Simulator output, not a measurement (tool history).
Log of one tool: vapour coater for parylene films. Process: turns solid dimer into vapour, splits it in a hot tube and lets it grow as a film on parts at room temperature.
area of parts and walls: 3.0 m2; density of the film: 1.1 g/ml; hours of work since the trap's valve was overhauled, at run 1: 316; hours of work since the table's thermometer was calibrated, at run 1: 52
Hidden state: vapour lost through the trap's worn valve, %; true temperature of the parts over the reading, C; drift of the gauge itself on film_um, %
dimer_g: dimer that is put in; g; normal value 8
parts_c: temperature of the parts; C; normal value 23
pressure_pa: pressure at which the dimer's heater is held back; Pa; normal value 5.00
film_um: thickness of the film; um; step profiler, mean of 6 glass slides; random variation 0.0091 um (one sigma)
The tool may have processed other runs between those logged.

| run | hour | dimer_g | parts_c | pressure_pa | hours of work since the trap's valve was overhauled | hours of work since the table's thermometer was calibrated | film_um |
|---|---|---|---|---|---|---|---|
| 1 | 0.0 | 8 | 23 | 5.00 | 316 | 52 | 1.375 |
|  | 67.1 | trap's valve overhauled |
| 2 | 72.0 | 8 | 23 | 5.00 | 4 | 101 | 1.570 |
| 3 | 100.6 | 8 | 23 | 5.00 | 24 | 122 | 1.554 |
| 4 | 149.2 | 8 | 23 | 5.00 | 60 | 157 | 1.543 |
| 5 | 192.0 | 8 | 22 | 5.00 | 91 | 188 | 1.594 |
| 6 | 251.9 | 8 | 23 | 5.00 | 134 | 232 | 1.495 |
| 7 | 296.6 | 8 | 23 | 5.00 | 167 | 264 | 1.467 |
| 8 | 354.2 | 8 | 23 | 5.00 | 209 | 306 | 1.451 |
| 9 | 414.3 | 8 | 23 | 5.00 | 253 | 350 | 1.451 |
| 10 | 462.7 | 8 | 23 | 5.00 | 288 | 385 | 1.415 |
| 11 | 530.1 | 8 | 23 | 5.00 | 337 | 434 | 1.379 |
|  | 565.1 | trap's valve overhauled |
| 12 | 591.7 | 8 | 23 | 5.00 | 19 | 476 | 1.603 |
| 13 | 654.9 | 8 | 23 | 3.14 | 65 | 522 | 1.721 |
| 14 | 696.0 | 8 | 23 | 3.14 | 95 | 552 | 1.691 |
| 15 | 744.0 | 8 | 23 | 3.14 | 130 | 587 | 1.666 |
| 16 | 781.5 | 8 | 23 | 3.14 | 157 | 614 | 1.659 |
| 17 | 833.6 | 8 | 23 | 3.14 | 195 | 652 | 1.615 |
| 18 | 871.3 | 8 | 23 | 3.14 | 223 | 679 | 1.617 |
| 19 | 900.9 | 8 | 23 | 5.00 | 244 | 701 | 1.456 |
| 20 | 938.0 | 8 | 29 | 7.22 | 271 | 728 | 1.010 |
| 21 | 995.6 | 13 | 17 | 3.19 | 313 | 770 | 3.322 |
| 22 | 1053.9 | 13 | 17 | 3.19 | 355 | 812 | 3.274 |
|  | 1057.9 | table's thermometer calibrated |
|  | 1066.9 | trap's valve overhauled |
| 23 | 1107.9 | 8 | 23 | 6.10 | 30 | 33 | 1.571 |
| 24 | 1163.6 | 8 | 16 | 5.00 | 70 | 74 | 2.259 |
| 25 | 1212.0 | 4 | 30 | 5.00 | 106 | 109 | 0.578 |
|  | 1226.8 | table's thermometer calibrated, once more |
| 26 | 1266.0 | 4 | 30 | 5.00 | 144 | 29 | 0.535 |
| 27 | 1307.9 | 12 | 25 | 2.85 | 175 | 59 | 2.230 |
| 28 | 1359.0 | 8 | 23 | 7.36 | 212 | 96 | 1.345 |
| 29 | 1399.8 | 8 | 17 | 2.34 | 241 | 126 | 2.132 |
| 30 | 1458.0 | 9 | 22 | 4.16 | 284 | 168 | 1.707 |
| 31 | 1505.5 | 11 | 22 | 4.07 | 318 | 203 | 2.058 |
| 32 | 1559.8 | 11 | 22 | 4.07 | 358 | 242 | 2.049 |
|  | 1567.2 | trap's valve overhauled |
| 33 | 1596.4 | 4 | 20 | 5.01 | 21 | 266 | 0.912 |
| 34 | 1639.9 | 4 | 17 | 5.00 | 53 | 297 | 1.032 |
| 35 | 1673.7 | 7 | 17 | 2.85 | 77 | 322 | 1.978 |
| 36 | 1725.9 | 3 | 21 | 3.10 | 115 | 360 | 0.689 |
| 37 | 1792.1 | 3 | 26 | 3.10 | 164 | 408 | 0.533 |
| 38 | 1822.1 | 12 | 23 | 3.60 | 185 | 430 | 2.347 |

Predict each of these 4 candidate next runs independently; none follows another, all start after run 38:
| A | 1872.2 | 5 | 24 | 3.60 | 222 | 466 | ? |
| B | 1872.2 | 5 | 16 | 5.26 | 222 | 466 | ? |
| C | 1872.2 | 10 | 30 | 5.50 | 222 | 466 | ? |
| D | 1872.2 | 8 | 23 | 2.08 | 222 | 466 | ? |

| run | film_um |
|---|---|
| A | 0.926 |
| B | 1.244 |
| C | 1.278 |
| D | 1.709 |
The same runs, with their run-to-run variation unchanged, on a tool lacking any hidden condition would have given:
| run | film_um |
|---|---|
| A | 1.007 |
| B | 1.353 |
| C | 1.391 |
| D | 1.861 |
